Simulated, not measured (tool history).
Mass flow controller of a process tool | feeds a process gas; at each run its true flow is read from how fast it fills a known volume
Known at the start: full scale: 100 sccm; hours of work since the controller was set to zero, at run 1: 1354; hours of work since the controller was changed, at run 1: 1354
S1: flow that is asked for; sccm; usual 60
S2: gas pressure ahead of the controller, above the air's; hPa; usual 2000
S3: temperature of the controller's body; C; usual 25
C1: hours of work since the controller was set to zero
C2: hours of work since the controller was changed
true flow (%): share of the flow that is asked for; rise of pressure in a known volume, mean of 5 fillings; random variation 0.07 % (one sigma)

{"run": 1, "hour": 0.0, "S1": 60, "S2": 2000, "S3": 25, "C1": 1354, "C2": 1354, "true flow (%)": 98.36}
{"run": 2, "hour": 69.1, "S1": 60, "S2": 2000, "S3": 21, "C1": 1403, "C2": 1403, "true flow (%)": 98.73}
{"run": 3, "hour": 219.7, "S1": 22, "S2": 2000, "S3": 25, "C1": 1508, "C2": 1508, "true flow (%)": 97.06}
{"run": 4, "hour": 344.4, "S1": 22, "S2": 2000, "S3": 25, "C1": 1595, "C2": 1595, "true flow (%)": 97.06}
{"run": 5, "hour": 409.9, "S1": 22, "S2": 2000, "S3": 25, "C1": 1640, "C2": 1640, "true flow (%)": 96.94}
{"run": 6, "hour": 559.5, "S1": 22, "S2": 2000, "S3": 25, "C1": 1745, "C2": 1745, "true flow (%)": 96.73}
{"run": 7, "hour": 685.2, "S1": 22, "S2": 2000, "S3": 25, "C1": 1833, "C2": 1833, "true flow (%)": 96.79}
{"run": 8, "hour": 826.5, "S1": 22, "S2": 2000, "S3": 25, "C1": 1931, "C2": 1931, "true flow (%)": 96.84}
{"run": 9, "hour": 952.8, "S1": 60, "S2": 2000, "S3": 25, "C1": 2019, "C2": 2019, "true flow (%)": 98.05}
{"run": 10, "hour": 1076.2, "S1": 28, "S2": 2000, "S3": 25, "C1": 2105, "C2": 2105, "true flow (%)": 96.96}
{"run": 11, "hour": 1186.6, "S1": 28, "S2": 2000, "S3": 25, "C1": 2182, "C2": 2182, "true flow (%)": 96.97}
{"run": 12, "hour": 1333.2, "S1": 28, "S2": 2000, "S3": 25, "C1": 2285, "C2": 2285, "true flow (%)": 97.0}
{"run": 13, "hour": 1409.2, "S1": 28, "S2": 2640, "S3": 38, "C1": 2338, "C2": 2338, "true flow (%)": 95.29}
{"run": 14, "hour": 1476.9, "S1": 28, "S2": 2640, "S3": 38, "C1": 2385, "C2": 2385, "true flow (%)": 95.12}
{"run": 15, "hour": 1594.5, "S1": 28, "S2": 2640, "S3": 38, "C1": 2467, "C2": 2467, "true flow (%)": 95.16}
{"run": 16, "hour": 1708.8, "S1": 28, "S2": 2640, "S3": 38, "C1": 2547, "C2": 2547, "true flow (%)": 95.04}
{"run": 17, "hour": 1807.8, "S1": 28, "S2": 2640, "S3": 38, "C1": 2616, "C2": 2616, "true flow (%)": 95.12}
{"run": 18, "hour": 1920.3, "S1": 58, "S2": 2300, "S3": 21, "C1": 2694, "C2": 2694, "true flow (%)": 98.13}
{"run": 19, "hour": 2011.9, "S1": 18, "S2": 1950, "S3": 34, "C1": 2758, "C2": 2758, "true flow (%)": 94.91}
{"run": 20, "hour": 2134.1, "S1": 18, "S2": 1950, "S3": 34, "C1": 2843, "C2": 2843, "true flow (%)": 94.91}
{"run": 21, "hour": 2200.8, "S1": 42, "S2": 1950, "S3": 39, "C1": 2890, "C2": 2890, "true flow (%)": 95.7}
{"run": 22, "hour": 2341.3, "S1": 43, "S2": 2280, "S3": 25, "C1": 2988, "C2": 2988, "true flow (%)": 97.0}
{"run": 23, "hour": 2474.6, "S1": 43, "S2": 2280, "S3": 25, "C1": 3081, "C2": 3081, "true flow (%)": 96.93}

Forecast each of these 4 alternatives for the next run:
{"run": "A", "hour": 2593.3, "S1": 73, "S2": 2280, "S3": 24, "C1": 3164, "C2": 3164, "true flow (%)": "?"}
{"run": "B", "hour": 2593.3, "S1": 60, "S2": 2000, "S3": 27, "C1": 3164, "C2": 3164, "true flow (%)": "?"}
{"run": "C", "hour": 2593.3, "S1": 26, "S2": 2000, "S3": 34, "C1": 3164, "C2": 3164, "true flow (%)": "?"}
{"run": "D", "hour": 2593.3, "S1": 39, "S2": 1570, "S3": 31, "C1": 3164, "C2": 3164, "true flow (%)": "?"}

run=A true_flow_(%)=98.10
run=B true_flow_(%)=97.36
run=C true_flow_(%)=95.31
run=D true_flow_(%)=96.47
Without the tool's hidden state the same runs would have given:
run=A true_flow_(%)=99.55
run=B true_flow_(%)=98.89
run=C true_flow_(%)=97.50
run=D true_flow_(%)=98.27
